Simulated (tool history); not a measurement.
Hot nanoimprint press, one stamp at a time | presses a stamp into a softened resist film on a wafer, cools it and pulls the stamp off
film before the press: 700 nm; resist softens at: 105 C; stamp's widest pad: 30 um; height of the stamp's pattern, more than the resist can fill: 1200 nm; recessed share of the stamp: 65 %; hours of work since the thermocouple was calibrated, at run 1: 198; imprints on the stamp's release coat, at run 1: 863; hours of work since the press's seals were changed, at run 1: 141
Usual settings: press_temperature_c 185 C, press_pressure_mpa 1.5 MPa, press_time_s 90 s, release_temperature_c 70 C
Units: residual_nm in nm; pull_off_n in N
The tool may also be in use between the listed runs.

run,hour,press_temperature_c,press_pressure_mpa,press_time_s,release_temperature_c,hours of work since the thermocouple was calibrated,imprints on the stamp's release coat,hours of work since the press's seals were changed,residual_nm,pull_off_n
1,0,185,1.5,90,70,198,863,141,358.6,195.3
2,23.9,185,1.53,90,70,211,920,154,354.9,194
3,58.8,185,1.5,90,70,230,1003,173,357.7,194
# hour 93: stamp cleaned and given a new release coat
4,111.1,185,1.5,90,70,255,43,198,357.8,194.5
5,134.5,185,1.5,90,70,267,98,210,358,195.2
6,164.3,185,1.5,90,70,283,169,227,358.6,194.4
7,196.3,185,1.5,90,70,301,244,244,357.7,194.8
8,243.4,185,1.5,90,70,326,356,269,357.8,194.8
9,268.1,185,1.36,90,70,340,414,283,377.3,194.8
10,316.3,185,1.36,90,70,366,528,309,375.6,194.4
11,359,185,1.36,90,70,389,629,332,377.5,195.4
12,386.5,185,1.34,70,70,404,694,347,408.2,194.8
13,431.8,185,1.3,144,70,428,801,371,332.6,192.7
14,469.4,185,1.3,144,70,449,890,392,332,194.5
15,521.8,185,1.3,144,70,477,1014,420,330.1,193.6
# hour 552.2: stamp cleaned and given a new release coat
16,552.2,196,1.06,141,70,490,0,433,291.3,192.8
17,597.1,185,1.5,103,66,515,106,458,342.3,200.5
18,647,185,1.73,90,70,542,224,485,333.3,195.7
19,674.8,183,1.73,90,70,557,290,500,349.8,195.2
# hour 710.9: plate thermocouple calibrated
20,725,174,1.5,90,78,8,402,525,459.2,185.8
21,758.9,174,1.5,90,78,26,482,544,461.7,186
22,796.4,180,1.01,90,78,46,570,564,478.9,186.2

3 ways to go on from here, each from the tool as it stands after run 22. What would each give?
A,844.3,185,1.5,54,61,72,684,590,?,?
B,844.3,180,1.01,52,78,72,684,590,?,?
C,844.3,195,1.19,90,71,72,684,590,?,?

run,residual_nm,pull_off_n
A,417.1,202.4
B,541,186
C,323.4,193
Without the tool's hidden state the same runs would have given:
run,residual_nm,pull_off_n
A,417,202.2
B,540.9,185.9
C,323.3,192.9
